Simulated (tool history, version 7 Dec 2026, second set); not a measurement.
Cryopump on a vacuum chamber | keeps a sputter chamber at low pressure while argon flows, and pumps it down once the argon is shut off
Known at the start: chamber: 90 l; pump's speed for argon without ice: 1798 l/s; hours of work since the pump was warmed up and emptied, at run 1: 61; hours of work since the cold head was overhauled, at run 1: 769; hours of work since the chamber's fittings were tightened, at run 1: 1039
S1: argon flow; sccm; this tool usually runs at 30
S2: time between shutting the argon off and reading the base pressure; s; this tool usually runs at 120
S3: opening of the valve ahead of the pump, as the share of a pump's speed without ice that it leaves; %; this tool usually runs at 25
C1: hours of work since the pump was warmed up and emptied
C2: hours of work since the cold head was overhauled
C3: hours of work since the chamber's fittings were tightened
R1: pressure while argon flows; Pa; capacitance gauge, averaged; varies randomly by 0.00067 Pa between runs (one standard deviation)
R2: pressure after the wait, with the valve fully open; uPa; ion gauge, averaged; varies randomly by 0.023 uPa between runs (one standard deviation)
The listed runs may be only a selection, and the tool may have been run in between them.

run 1 day=0.000 | S1=30 S2=120 S3=25 | C1=61 C2=769 C3=1039 | R1=0.1140 R2=1.64
run 2 day=2.642 | S1=30 S2=120 S3=47 | C1=96 C2=804 C3=1074 | R1=0.0622 R2=1.69
run 3 day=5.862 | S1=30 S2=120 S3=47 | C1=137 C2=845 C3=1115 | R1=0.0636 R2=1.82
run 4 day=10.338 | S1=30 S2=120 S3=47 | C1=195 C2=903 C3=1173 | R1=0.0665 R2=1.82
run 5 day=14.071 | S1=30 S2=120 S3=47 | C1=244 C2=952 C3=1222 | R1=0.0692 R2=2.03
run 6 day=19.300 | S1=30 S2=120 S3=29 | C1=312 C2=1020 C3=1290 | R1=0.1089 R2=2.25
-- day=20.108 pump warmed up, emptied and cooled again
run 7 day=23.983 | S1=30 S2=120 S3=29 | C1=50 C2=1078 C3=1348 | R1=0.0995 R2=1.80
-- day=24.992 leaking fittings of the chamber tightened, without venting
run 8 day=27.054 | S1=30 S2=103 S3=25 | C1=89 C2=1117 C3=27 | R1=0.1156 R2=0.97
run 9 day=31.546 | S1=30 S2=103 S3=25 | C1=147 C2=1175 C3=85 | R1=0.1191 R2=1.02
run 10 day=34.029 | S1=30 S2=103 S3=25 | C1=180 C2=1207 C3=117 | R1=0.1201 R2=1.07
run 11 day=38.117 | S1=34 S2=111 S3=39 | C1=233 C2=1260 C3=170 | R1=0.0938 R2=1.05
run 12 day=42.142 | S1=20 S2=66 S3=17 | C1=285 C2=1313 C3=223 | R1=0.1183 R2=1.59
-- day=44.712 pump warmed up, emptied and cooled again
run 13 day=44.712 | S1=20 S2=66 S3=17 | C1=0 C2=1343 C3=253 | R1=0.1111 R2=1.56
run 14 day=49.067 | S1=17 S2=120 S3=28 | C1=57 C2=1400 C3=310 | R1=0.0584 R2=1.02
run 15 day=53.038 | S1=29 S2=62 S3=28 | C1=108 C2=1452 C3=362 | R1=0.1006 R2=1.67
run 16 day=55.567 | S1=29 S2=233 S3=28 | C1=141 C2=1484 C3=394 | R1=0.1029 R2=0.85
run 17 day=60.421 | S1=29 S2=233 S3=28 | C1=204 C2=1547 C3=457 | R1=0.1050 R2=0.97

Subtracting, for every run, the result it would have given without the tool's unlogged condition from the measured result gives the following. The same run-to-run variation enters both numbers; the gauge's scatter may not:
Hidden conditions of the tool in this case: pump's speed, % of a pump's without ice; cold plate's temperature, K; leak into the chamber, uPa l/s; drift of the gauge itself on working_pa, %; drift of the gauge itself on base_upa, %.
run=1 R1=+0.0023 R2=+0.84
run=2 R1=+0.0034 R2=+0.88
run=3 R1=+0.0048 R2=+0.97
run=4 R1=+0.0070 R2=+1.06
run=5 R1=+0.0092 R2=+1.22
run=6 R1=+0.0130 R2=+1.43
run=7 R1=+0.0022 R2=+1.01
run=8 R1=+0.0035 R2=+0.06
run=9 R1=+0.0057 R2=+0.12
run=10 R1=+0.0069 R2=+0.15
run=11 R1=+0.0108 R2=+0.22
run=12 R1=+0.0080 R2=+0.31
run=13 R1=+0.0004 R2=+0.20
run=14 R1=+0.0013 R2=+0.25
run=15 R1=+0.0038 R2=+0.31
run=16 R1=+0.0050 R2=+0.36
run=17 R1=+0.0076 R2=+0.47

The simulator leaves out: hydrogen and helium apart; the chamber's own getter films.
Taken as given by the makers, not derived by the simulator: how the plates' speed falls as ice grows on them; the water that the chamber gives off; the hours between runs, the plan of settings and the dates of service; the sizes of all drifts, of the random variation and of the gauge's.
